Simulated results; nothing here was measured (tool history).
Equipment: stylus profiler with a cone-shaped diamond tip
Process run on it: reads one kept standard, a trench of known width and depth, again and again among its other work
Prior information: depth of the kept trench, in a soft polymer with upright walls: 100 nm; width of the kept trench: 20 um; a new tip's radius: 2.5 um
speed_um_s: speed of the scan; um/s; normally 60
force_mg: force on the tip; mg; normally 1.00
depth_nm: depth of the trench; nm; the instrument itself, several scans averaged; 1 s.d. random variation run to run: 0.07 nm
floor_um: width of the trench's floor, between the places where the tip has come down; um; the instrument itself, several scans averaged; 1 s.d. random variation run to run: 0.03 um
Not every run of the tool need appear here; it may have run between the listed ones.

run	day	speed_um_s	force_mg	depth_nm	floor_um
1	0.000	60	1.00	100.98	17.82
2	1.892	206	1.00	100.98	16.60
3	4.883	60	2.23	101.64	17.94
4	8.042	60	0.88	100.97	17.67
5	11.717	60	0.88	100.93	17.67
6	13.688	60	0.62	100.76	17.59
7	16.092	60	1.00	101.07	17.68
8	18.388	60	1.00	100.89	17.75
9	21.792	79	1.11	101.22	17.55
10	24.612	27	1.11	101.18	18.01
11	27.554	71	1.61	101.60	17.70
12	29.096	71	1.61	101.57	17.68
13	31.733	162	1.61	101.44	17.06
14	33.858	43	0.64	101.12	17.67
15	36.867	109	1.00	100.76	17.24

Withheld: 2 entries from between the runs. Position of each, and hidden state at the listed run before versus the listed run after:
Runs 10 to 11: height scale calibrated on a step standard (day 24.979)
  radius of the tip, um: 4.18 -> 4.23; height scale over the true one, %: 0.381 -> 0.602
  what was measured, less what the result would be without the hidden state, depth_nm: +0.38 -> +0.61 nm; floor_um: -0.42 -> -0.43 um
Runs 14 to 15: height scale calibrated on a step standard, once more (day 34.175)
  radius of the tip, um: 4.36 -> 4.42; height scale over the true one, %: 0.633 -> 0.004
  what was measured, less what the result would be without the hidden state, depth_nm: +0.63 -> +0.00 nm; floor_um: -0.46 -> -0.47 um

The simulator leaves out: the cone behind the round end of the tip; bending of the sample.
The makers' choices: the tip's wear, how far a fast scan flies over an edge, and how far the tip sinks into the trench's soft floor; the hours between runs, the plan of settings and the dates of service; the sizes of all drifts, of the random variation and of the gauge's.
